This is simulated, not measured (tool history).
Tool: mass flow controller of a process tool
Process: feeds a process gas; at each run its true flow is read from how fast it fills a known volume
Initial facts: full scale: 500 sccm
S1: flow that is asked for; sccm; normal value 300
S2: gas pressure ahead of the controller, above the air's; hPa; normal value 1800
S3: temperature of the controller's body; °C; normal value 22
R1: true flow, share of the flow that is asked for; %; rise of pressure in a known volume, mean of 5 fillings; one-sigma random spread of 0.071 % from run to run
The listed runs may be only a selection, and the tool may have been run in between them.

run 1 hour=0.0 | S1=300 S2=1800 S3=22 | R1=100.02
run 2 hour=159.7 | S1=300 S2=1800 S3=22 | R1=99.90
run 3 hour=353.0 | S1=300 S2=1800 S3=22 | R1=99.85
run 4 hour=490.7 | S1=184 S2=1800 S3=22 | R1=99.77
run 5 hour=625.1 | S1=184 S2=1800 S3=22 | R1=99.59
run 6 hour=709.3 | S1=184 S2=1800 S3=22 | R1=99.57
run 7 hour=904.4 | S1=184 S2=1800 S3=22 | R1=99.39
run 8 hour=1096.4 | S1=300 S2=1800 S3=22 | R1=99.54
run 9 hour=1286.9 | S1=300 S2=1800 S3=22 | R1=99.63
run 10 hour=1489.4 | S1=300 S2=1650 S3=22 | R1=99.51
run 11 hour=1597.8 | S1=300 S2=1650 S3=22 | R1=99.57
run 12 hour=1772.4 | S1=300 S2=1650 S3=22 | R1=99.46
run 13 hour=1854.9 | S1=300 S2=1650 S3=22 | R1=99.28
run 14 hour=2036.3 | S1=300 S2=1650 S3=22 | R1=99.20
run 15 hour=2225.5 | S1=300 S2=1650 S3=24 | R1=98.98
run 16 hour=2387.8 | S1=300 S2=1800 S3=22 | R1=99.04
run 17 hour=2515.7 | S1=300 S2=1800 S3=22 | R1=98.90
run 18 hour=2654.4 | S1=300 S2=1800 S3=22 | R1=99.03
run 19 hour=2814.7 | S1=300 S2=1800 S3=22 | R1=98.81
run 20 hour=3012.6 | S1=300 S2=1800 S3=22 | R1=98.86
run 21 hour=3130.0 | S1=300 S2=1800 S3=27 | R1=98.39
run 22 hour=3297.1 | S1=435 S2=1710 S3=32 | R1=98.19
run 23 hour=3435.0 | S1=164 S2=1710 S3=37 | R1=97.50
run 24 hour=3574.0 | S1=164 S2=1590 S3=20 | R1=98.53
run 25 hour=3759.4 | S1=147 S2=2160 S3=34 | R1=97.20
run 26 hour=3948.9 | S1=331 S2=1800 S3=22 | R1=98.38
run 27 hour=4125.9 | S1=52 S2=2430 S3=29 | R1=97.20
run 28 hour=4294.0 | S1=143 S2=1710 S3=38 | R1=96.83
-- hour=4464.2 gauge calibrated
run 29 hour=4466.2 | S1=143 S2=1710 S3=38 | R1=98.73
run 30 hour=4601.6 | S1=292 S2=1960 S3=38 | R1=98.69
run 31 hour=4786.9 | S1=221 S2=1640 S3=20 | R1=99.96
run 32 hour=4976.2 | S1=243 S2=1930 S3=22 | R1=99.65
run 33 hour=5085.7 | S1=52 S2=2480 S3=37 | R1=98.06
run 34 hour=5221.8 | S1=52 S2=2480 S3=37 | R1=97.91
-- hour=5337.4 controller's zero set anew
run 35 hour=5367.5 | S1=112 S2=2730 S3=35 | R1=98.03
run 36 hour=5535.7 | S1=81 S2=1700 S3=24 | R1=99.16
run 37 hour=5716.3 | S1=300 S2=2700 S3=22 | R1=99.17
run 38 hour=5896.1 | S1=173 S2=2490 S3=22 | R1=98.98
run 39 hour=6059.1 | S1=89 S2=1520 S3=32 | R1=98.44
run 40 hour=6189.8 | S1=108 S2=2620 S3=38 | R1=97.61
run 41 hour=6352.7 | S1=205 S2=1430 S3=31 | R1=98.66

Consider 5 possible next runs. They are alternatives, not a sequence: every one starts from the tool as it was left by run 41. What does each give?
run A hour=6462.1 | S1=480 S2=1890 S3=26 | R1=?
run B hour=6462.1 | S1=97 S2=2010 S3=37 | R1=?
run C hour=6462.1 | S1=174 S2=1460 S3=36 | R1=?
run D hour=6462.1 | S1=442 S2=1430 S3=31 | R1=?
run E hour=6462.1 | S1=202 S2=1800 S3=22 | R1=?

run=A R1=99.03
run=B R1=97.77
run=C R1=98.27
run=D R1=98.78
run=E R1=99.10
Without the tool's unlogged condition, the same runs would have read:
run=A R1=99.88
run=B R1=98.61
run=C R1=99.12
run=D R1=99.63
run=E R1=99.96
